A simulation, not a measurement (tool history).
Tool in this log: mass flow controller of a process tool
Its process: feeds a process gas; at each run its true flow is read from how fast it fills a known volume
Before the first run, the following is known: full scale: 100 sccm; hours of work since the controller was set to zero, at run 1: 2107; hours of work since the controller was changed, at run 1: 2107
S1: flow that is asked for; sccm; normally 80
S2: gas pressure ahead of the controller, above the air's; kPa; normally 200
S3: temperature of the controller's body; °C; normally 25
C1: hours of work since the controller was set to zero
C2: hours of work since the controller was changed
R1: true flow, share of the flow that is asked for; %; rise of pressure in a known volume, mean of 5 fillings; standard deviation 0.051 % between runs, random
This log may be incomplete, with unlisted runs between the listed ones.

Run 1, hour 0.0: usual settings; C1 2107; C2 2107. Result: R1 99.96 %.
Run 2, hour 365.7: usual settings but S2 162 kPa; C1 2320; C2 2320. Result: R1 99.98 %.
Run 3, hour 595.6: usual settings but S1 31 sccm; C1 2453; C2 2453. Result: R1 100.11 %.
Run 4, hour 1012.0: usual settings; C1 2694; C2 2694. Result: R1 99.90 %.
Run 5, hour 1362.5: usual settings; C1 2898; C2 2898. Result: R1 99.97 %.
Run 6, hour 1686.0: usual settings but S3 35 °C; C1 3085; C2 3085. Result: R1 99.45 %.
Run 7, hour 1926.0: usual settings but S2 215 kPa; C1 3224; C2 3224. Result: R1 99.91 %.
Run 8, hour 2253.0: usual settings but S2 215 kPa; C1 3414; C2 3414. Result: R1 99.91 %.
Run 9, hour 2518.3: usual settings; C1 3568; C2 3568. Result: R1 99.95 %.
Run 10, hour 2962.7: usual settings but S2 239 kPa; C1 3826; C2 3826. Result: R1 99.93 %.
Run 11, hour 3325.7: usual settings but S2 239 kPa; C1 4036; C2 4036. Result: R1 99.87 %.
Run 12, hour 3626.3: usual settings; C1 4210; C2 4210. Result: R1 100.09 %.
Run 13, hour 4066.1: usual settings; C1 4466; C2 4466. Result: R1 99.88 %.
Run 14, hour 4378.6: usual settings but S1 50 sccm; C1 4647; C2 4647. Result: R1 100.13 %.
Run 15, hour 4756.3: usual settings but S3 34 °C; C1 4866; C2 4866. Result: R1 99.46 %.
Run 16, hour 5058.4: usual settings but S3 34 °C; C1 5041; C2 5041. Result: R1 99.45 %.
Run 17, hour 5282.7: usual settings but S3 34 °C; C1 5171; C2 5171. Result: R1 99.45 %.
Run 18, hour 5530.5: usual settings but S3 34 °C; C1 5315; C2 5315. Result: R1 99.44 %.
Run 19, hour 5768.8: usual settings; C1 5453; C2 5453. Result: R1 99.94 %.
Run 20, hour 6146.2: usual settings; C1 5672; C2 5672. Result: R1 100.04 %.
Run 21, hour 6493.8: usual settings but S1 17 sccm, S2 213 kPa, S3 21 °C; C1 5873; C2 5873. Result: R1 102.55 %.
Run 22, hour 6959.0: usual settings but S1 50 sccm, S2 250 kPa, S3 35 °C; C1 6143; C2 6143. Result: R1 99.60 %.
Run 23, hour 7256.5: usual settings but S1 35 sccm, S2 251 kPa, S3 40 °C; C1 6316; C2 6316. Result: R1 99.86 %.
Run 24, hour 7642.4: usual settings but S1 42 sccm, S2 163 kPa, S3 21 °C; C1 6540; C2 6540. Result: R1 100.75 %.
Run 25, hour 7981.4: usual settings but S1 42 sccm, S2 163 kPa, S3 21 °C; C1 6736; C2 6736. Result: R1 100.77 %.
At hour 8123.7: controller's zero set anew.
Run 26, hour 8278.1: usual settings but S1 42 sccm, S2 163 kPa, S3 21 °C; C1 90; C2 6908. Result: R1 99.15 %.
Run 27, hour 8676.5: usual settings but S1 76 sccm, S2 198 kPa; C1 321; C2 7139. Result: R1 99.10 %.
Run 28, hour 9130.8: usual settings but S1 17 sccm, S3 24 °C; C1 584; C2 7402. Result: R1 99.26 %.
Run 29, hour 9396.5: usual settings but S1 58 sccm, S2 186 kPa; C1 738; C2 7557. Result: R1 99.09 %.
Run 30, hour 9735.7: usual settings but S1 74 sccm, S2 186 kPa, S3 23 °C; C1 935; C2 7753. Result: R1 99.30 %.
Run 31, hour 10134.0: usual settings but S3 24 °C; C1 1166; C2 7984. Result: R1 99.27 %.
Run 32, hour 10466.4: usual settings but S1 12 sccm, S2 167 kPa, S3 36 °C; C1 1359; C2 8177. Result: R1 99.36 %.
Run 33, hour 10880.3: usual settings but S1 12 sccm, S2 167 kPa, S3 36 °C; C1 1599; C2 8417. Result: R1 99.59 %.
Run 34, hour 11087.0: usual settings but S1 48 sccm, S2 249 kPa, S3 30 °C; C1 1719; C2 8537. Result: R1 98.66 %.
Run 35, hour 11475.2: usual settings but S1 48 sccm, S2 212 kPa, S3 30 °C; C1 1944; C2 8762. Result: R1 98.78 %.
Run 36, hour 11762.7: usual settings but S1 48 sccm, S2 212 kPa, S3 30 °C; C1 2110; C2 8929. Result: R1 98.85 %.
Run 37, hour 11986.9: usual settings but S1 14 sccm, S2 177 kPa, S3 23 °C; C1 2240; C2 9059. Result: R1 100.47 %.
Run 38, hour 12331.1: usual settings but S1 14 sccm, S2 177 kPa, S3 23 °C; C1 2440; C2 9258. Result: R1 100.53 %.
At hour 12483.5: controller exchanged for a calibrated one.
Run 39, hour 12634.4: usual settings but S1 24 sccm, S2 245 kPa, S3 28 °C; C1 88; C2 88. Result: R1 99.34 %.
Run 40, hour 13102.9: usual settings but S2 239 kPa, S3 23 °C; C1 359; C2 359. Result: R1 99.97 %.

Predict each of these 4 candidate next runs independently; none follows another, all start after run 40:
Run A, hour 13382.2: usual settings but S2 190 kPa, S3 37 °C; C1 521; C2 521. Result: R1 ?.
Run B, hour 13382.2: usual settings but S1 24 sccm, S2 206 kPa, S3 21 °C; C1 521; C2 521. Result: R1 ?.
Run C, hour 13382.2: usual settings but S3 31 °C; C1 521; C2 521. Result: R1 ?.
Run D, hour 13382.2: usual settings but S2 239 kPa, S3 36 °C; C1 521; C2 521. Result: R1 ?.

run     R1
  A  99.39
  B  99.81
  C  99.56
  D  99.36
With the hidden condition removed and each run's random variation left untouched, the same runs would have given:
run     R1
  A  99.27
  B  99.48
  C  99.44
  D  99.24

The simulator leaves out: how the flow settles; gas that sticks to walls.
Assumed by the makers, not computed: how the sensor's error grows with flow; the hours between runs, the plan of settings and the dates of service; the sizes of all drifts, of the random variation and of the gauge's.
